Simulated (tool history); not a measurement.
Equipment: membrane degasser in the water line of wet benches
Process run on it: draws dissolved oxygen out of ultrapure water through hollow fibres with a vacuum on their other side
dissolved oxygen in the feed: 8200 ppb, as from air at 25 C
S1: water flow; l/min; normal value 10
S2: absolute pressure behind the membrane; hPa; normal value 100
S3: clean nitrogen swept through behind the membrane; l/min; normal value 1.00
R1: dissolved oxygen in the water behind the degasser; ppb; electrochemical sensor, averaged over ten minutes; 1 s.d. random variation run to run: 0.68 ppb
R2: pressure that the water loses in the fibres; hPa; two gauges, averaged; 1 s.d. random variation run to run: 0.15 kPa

{"run": 1, "hour": 0.0, "S1": 10, "S2": 100, "S3": 1.0, "R1": 169.2, "R2": 318.9}
{"run": 2, "hour": 37.7, "S1": 10, "S2": 114, "S3": 1.0, "R1": 202.0, "R2": 319.8}
{"run": 3, "hour": 71.3, "S1": 9, "S2": 100, "S3": 1.0, "R1": 150.4, "R2": 288.4}
{"run": 4, "hour": 110.7, "S1": 9, "S2": 100, "S3": 1.0, "R1": 150.3, "R2": 283.9}
{"run": 5, "hour": 151.2, "S1": 9, "S2": 100, "S3": 1.0, "R1": 151.4, "R2": 285.6}
{"run": 6, "hour": 186.4, "S1": 9, "S2": 100, "S3": 1.0, "R1": 152.0, "R2": 288.7}
{"run": 7, "hour": 220.0, "S1": 10, "S2": 100, "S3": 1.0, "R1": 169.0, "R2": 318.6}
{"run": 8, "hour": 265.3, "S1": 10, "S2": 100, "S3": 1.0, "R1": 168.5, "R2": 320.2}
{"run": 9, "hour": 310.8, "S1": 10, "S2": 100, "S3": 3.0, "R1": 65.2, "R2": 320.2}
{"run": 10, "hour": 356.7, "S1": 9, "S2": 100, "S3": 1.0, "R1": 151.5, "R2": 287.3}
{"run": 11, "hour": 405.1, "S1": 9, "S2": 100, "S3": 1.0, "R1": 150.5, "R2": 286.1}
{"run": 12, "hour": 434.9, "S1": 10, "S2": 100, "S3": 1.0, "R1": 170.7, "R2": 318.0}
{"run": 13, "hour": 483.6, "S1": 6, "S2": 139, "S3": 1.04, "R1": 152.7, "R2": 193.2}
{"run": 14, "hour": 525.8, "S1": 7, "S2": 150, "S3": 1.0, "R1": 204.1, "R2": 224.1}
{"run": 15, "hour": 557.8, "S1": 7, "S2": 150, "S3": 1.0, "R1": 203.2, "R2": 223.5}
{"run": 16, "hour": 601.1, "S1": 10, "S2": 150, "S3": 1.0, "R1": 284.0, "R2": 318.7}
{"run": 17, "hour": 636.6, "S1": 10, "S2": 137, "S3": 1.25, "R1": 209.2, "R2": 317.9}
{"run": 18, "hour": 666.0, "S1": 10, "S2": 137, "S3": 1.25, "R1": 209.1, "R2": 319.9}
{"run": 19, "hour": 692.1, "S1": 10, "S2": 93, "S3": 1.0, "R1": 154.3, "R2": 319.8}

Run 20 comes next. What will it give?
{"run": 20, "hour": 721.2, "S1": 10, "S2": 78, "S3": 2.96, "R1": "?", "R2": "?"}

Run 20 gave R1 47.3 ppb, R2 321.7 hPa.
The same run, on a tool lacking any hidden state, would have yielded R1 45.1 ppb, R2 316.6 hPa.

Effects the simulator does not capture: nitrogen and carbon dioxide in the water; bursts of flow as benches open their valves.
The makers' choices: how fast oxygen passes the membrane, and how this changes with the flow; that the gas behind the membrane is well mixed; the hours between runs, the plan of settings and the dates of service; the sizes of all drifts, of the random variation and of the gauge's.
